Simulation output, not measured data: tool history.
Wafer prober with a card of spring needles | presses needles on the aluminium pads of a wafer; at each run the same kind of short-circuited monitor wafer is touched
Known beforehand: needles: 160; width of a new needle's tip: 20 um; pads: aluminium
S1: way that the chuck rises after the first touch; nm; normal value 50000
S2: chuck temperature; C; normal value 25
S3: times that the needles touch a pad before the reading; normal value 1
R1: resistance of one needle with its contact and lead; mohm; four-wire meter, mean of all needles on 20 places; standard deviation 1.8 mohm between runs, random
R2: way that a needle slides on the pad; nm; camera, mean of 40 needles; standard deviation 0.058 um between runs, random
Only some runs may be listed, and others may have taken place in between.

run  hour     S1  S2  S3   R1    R2
  1   0.0  50000  25   1  183  6930
      3.5  -- tips cleaned on abrasive film
  2   9.5  50000  25   1  180  6870
     10.5  -- tips cleaned on abrasive film
     17.4  -- tips cleaned on abrasive film
  3  17.6  68000  25   1  172  9370
     25.3  -- tips cleaned on abrasive film
  4  29.3  50000  25   1  180  6910
     32.5  -- tips cleaned on abrasive film
     39.8  -- tips cleaned on abrasive film
  5  40.2  50000  25   1  181  6870
     47.1  -- tips cleaned on abrasive film
  6  51.9  50000  25   1  183  6910
     54.8  -- tips cleaned on abrasive film
     61.8  -- height of the first contact set anew
     62.4  -- tips cleaned on abrasive film
  7  64.6  50000  25   1  182  6800
     69.8  -- tips cleaned on abrasive film
  8  70.9  46000  57   2  192  6280
     76.8  -- tips cleaned on abrasive film
  9  83.2  55000  63   2  190  7650
     84.1  -- tips cleaned on abrasive film
     91.5  -- tips cleaned on abrasive film
 10  91.6  30000  57   1  213  4140
     98.4  -- tips cleaned on abrasive film
 11  99.9  30000  57   1  212  4170

Here are 4 independent what-if runs from the current tool condition. What would each one return?
     105.5  -- tips cleaned on abrasive film
  A  109.4  42000  25   1   ?   ?
     105.5  -- tips cleaned on abrasive film
  B  109.4  50000  76   2   ?   ?
     105.5  -- tips cleaned on abrasive film
  C  109.4  57000  82   2   ?   ?
     105.5  -- tips cleaned on abrasive film
  D  109.4  41000  25   1   ?   ?

run   R1    R2
  A  189  5820
  B  191  6900
  C  186  7940
  D  190  5620
The same runs, with their run-to-run variation unchanged, on a tool lacking any hidden condition would have given:
run   R1    R2
  A  189  5820
  B  191  6900
  C  186  7940
  D  189  5620
